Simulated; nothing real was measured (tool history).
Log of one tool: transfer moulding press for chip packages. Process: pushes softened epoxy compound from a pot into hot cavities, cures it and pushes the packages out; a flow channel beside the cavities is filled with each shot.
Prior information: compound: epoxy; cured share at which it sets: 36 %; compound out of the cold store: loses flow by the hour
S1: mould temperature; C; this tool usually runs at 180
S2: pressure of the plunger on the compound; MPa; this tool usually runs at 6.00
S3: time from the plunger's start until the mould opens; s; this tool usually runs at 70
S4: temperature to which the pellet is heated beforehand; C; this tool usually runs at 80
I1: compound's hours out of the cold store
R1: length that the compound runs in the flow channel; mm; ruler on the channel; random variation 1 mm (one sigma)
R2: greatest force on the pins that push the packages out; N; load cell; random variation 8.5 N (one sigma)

run 1 hour=0.0 | S1=180 S2=6.00 S3=70 S4=80 | I1=31.1 | R1=833 R2=400
-- hour=39.6 cavities cleaned with cleaning compound and waxed
run 2 hour=44.4 | S1=180 S2=6.00 S3=70 S4=80 | I1=32.7 | R1=823 R2=451
-- hour=78.5 cavities cleaned with cleaning compound and waxed
run 3 hour=83.2 | S1=180 S2=6.00 S3=70 S4=82 | I1=47.4 | R1=766 R2=422
-- hour=117.6 cavities cleaned with cleaning compound and waxed
run 4 hour=117.6 | S1=180 S2=6.00 S3=70 S4=82 | I1=34.2 | R1=812 R2=396
-- hour=156.1 cavities cleaned with cleaning compound and waxed
run 5 hour=159.5 | S1=180 S2=6.00 S3=70 S4=82 | I1=19.3 | R1=870 R2=432
-- hour=191.1 plunger's sealing rings changed
-- hour=197.3 cavities cleaned with cleaning compound and waxed
run 6 hour=202.5 | S1=180 S2=6.00 S3=70 S4=78 | I1=27.0 | R1=853 R2=433
run 7 hour=223.5 | S1=180 S2=6.00 S3=70 S4=78 | I1=26.3 | R1=853 R2=597
-- hour=237.3 cavities cleaned with cleaning compound and waxed
run 8 hour=246.1 | S1=180 S2=6.00 S3=70 S4=78 | I1=9.5 | R1=925 R2=529
-- hour=275.2 cavities cleaned with cleaning compound and waxed
run 9 hour=285.2 | S1=180 S2=6.00 S3=70 S4=78 | I1=23.7 | R1=859 R2=527
-- hour=314.5 cavities cleaned with cleaning compound and waxed
run 10 hour=329.4 | S1=180 S2=6.00 S3=70 S4=79 | I1=11.0 | R1=910 R2=568
-- hour=352.9 cavities cleaned with cleaning compound and waxed
run 11 hour=364.0 | S1=180 S2=6.00 S3=70 S4=79 | I1=28.5 | R1=832 R2=494
-- hour=390.6 cavities cleaned with cleaning compound and waxed
run 12 hour=396.5 | S1=180 S2=6.00 S3=57 S4=79 | I1=33.3 | R1=812 R2=752
-- hour=420.6 plunger's sealing rings changed
-- hour=432.5 cavities cleaned with cleaning compound and waxed
run 13 hour=433.6 | S1=180 S2=6.00 S3=57 S4=79 | I1=22.3 | R1=872 R2=703
-- hour=472.0 cavities cleaned with cleaning compound and waxed
run 14 hour=478.6 | S1=174 S2=6.00 S3=71 S4=79 | I1=8.2 | R1=948 R2=719
run 15 hour=506.2 | S1=176 S2=4.64 S3=69 S4=89 | I1=21.9 | R1=770 R2=837
-- hour=511.4 cavities cleaned with cleaning compound and waxed
run 16 hour=537.5 | S1=180 S2=6.38 S3=56 S4=72 | I1=31.0 | R1=854 R2=1132
-- hour=550.8 cavities cleaned with cleaning compound and waxed
run 17 hour=569.6 | S1=184 S2=7.33 S3=95 S4=72 | I1=41.9 | R1=857 R2=403
-- hour=589.9 cavities cleaned with cleaning compound and waxed
run 18 hour=608.1 | S1=184 S2=7.33 S3=95 S4=72 | I1=20.2 | R1=946 R2=395
-- hour=630.1 cavities cleaned with cleaning compound and waxed
run 19 hour=639.5 | S1=180 S2=5.08 S3=70 S4=85 | I1=8.2 | R1=842 R2=499
-- hour=647.7 plunger's sealing rings changed
-- hour=670.6 cavities cleaned with cleaning compound and waxed
run 20 hour=680.7 | S1=183 S2=4.70 S3=105 S4=89 | I1=12.8 | R1=797 R2=352
-- hour=710.8 cavities cleaned with cleaning compound and waxed
run 21 hour=721.7 | S1=183 S2=6.97 S3=76 S4=73 | I1=42.2 | R1=842 R2=401
run 22 hour=741.1 | S1=179 S2=4.75 S3=76 S4=81 | I1=26.0 | R1=754 R2=549
-- hour=749.7 cavities cleaned with cleaning compound and waxed
run 23 hour=775.9 | S1=179 S2=6.28 S3=76 S4=71 | I1=42.7 | R1=803 R2=514
-- hour=787.3 cavities cleaned with cleaning compound and waxed
run 24 hour=809.2 | S1=174 S2=6.00 S3=89 S4=80 | I1=33.3 | R1=828 R2=499
-- hour=826.0 cavities cleaned with cleaning compound and waxed
run 25 hour=851.5 | S1=174 S2=6.00 S3=89 S4=80 | I1=30.9 | R1=833 R2=539
-- hour=863.9 cavities cleaned with cleaning compound and waxed
-- hour=876.0 plunger's sealing rings changed
run 26 hour=890.0 | S1=180 S2=6.65 S3=89 S4=80 | I1=32.0 | R1=876 R2=443

What would each run have given without the hidden state, its run-to-run variation left as it was?
Unlogged tool condition in this case: true mould temperature over the reading, C; pressure that reaches the compound, % of what is set; grip of the stained cavities, % over clean ones'; drift of the gauge itself on flow_mm, %; drift of the gauge itself on push_out_n, %.
run=1 R1=839 R2=398
run=2 R1=832 R2=399
run=3 R1=777 R2=369
run=4 R1=826 R2=390
run=5 R1=888 R2=396
run=6 R1=856 R2=384
run=7 R1=858 R2=375
run=8 R1=932 R2=433
run=9 R1=869 R2=406
run=10 R1=925 R2=422
run=11 R1=848 R2=380
run=12 R1=830 R2=643
run=13 R1=875 R2=685
run=14 R1=955 R2=602
run=15 R1=777 R2=494
run=16 R1=865 R2=735
run=17 R1=871 R2=266
run=18 R1=964 R2=270
run=19 R1=861 R2=404
run=20 R1=803 R2=272
run=21 R1=851 R2=304
run=22 R1=764 R2=338
run=23 R1=816 R2=323
run=24 R1=844 R2=336
run=25 R1=853 R2=342
run=26 R1=879 R2=286
